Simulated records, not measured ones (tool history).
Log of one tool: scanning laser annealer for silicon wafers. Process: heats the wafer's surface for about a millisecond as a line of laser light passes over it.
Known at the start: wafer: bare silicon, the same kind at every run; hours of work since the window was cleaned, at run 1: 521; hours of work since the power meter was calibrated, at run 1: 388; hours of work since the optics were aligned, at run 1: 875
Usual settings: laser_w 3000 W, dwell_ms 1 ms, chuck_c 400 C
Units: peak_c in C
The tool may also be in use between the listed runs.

run	hour	laser_w	dwell_ms	chuck_c	hours of work since the window was cleaned	hours of work since the power meter was calibrated	hours of work since the optics were aligned	peak_c
1	0	3000	1	400	521	388	875	1077
2	42.4	3000	1	400	540	407	894	1076
3	107.2	3000	1	400	569	436	924	1073
4	142.6	3000	1	400	585	452	939	1078
5	194.4	3000	1	400	608	475	963	1072
# hour 210: window over the wafer cleaned
6	235.2	3000	0.7	400	11	493	980	937
7	275.7	3193	0.7	416	30	511	998	998
8	345.7	3193	0.7	416	61	542	1030	993
9	390	3271	0.78	378	81	562	1050	1010
10	420.8	2919	1.02	363	95	576	1064	1002
11	477.3	2919	1.02	363	120	602	1089	998
12	517.8	2919	1.02	363	139	620	1107	999

Forecast each of these 5 alternatives for the next run:
A	578.1	2864	0.71	384	166	647	1135	?
B	578.1	2964	0.7	379	166	647	1135	?
C	578.1	2613	0.72	395	166	647	1135	?
D	578.1	3241	1.08	429	166	647	1135	?
E	578.1	3000	1.15	400	166	647	1135	?

run	peak_c
A	889
B	898
C	843
D	1185
E	1107
Without the tool's hidden state the same runs would have given:
run	peak_c
A	940
B	950
C	888
D	1261
E	1178

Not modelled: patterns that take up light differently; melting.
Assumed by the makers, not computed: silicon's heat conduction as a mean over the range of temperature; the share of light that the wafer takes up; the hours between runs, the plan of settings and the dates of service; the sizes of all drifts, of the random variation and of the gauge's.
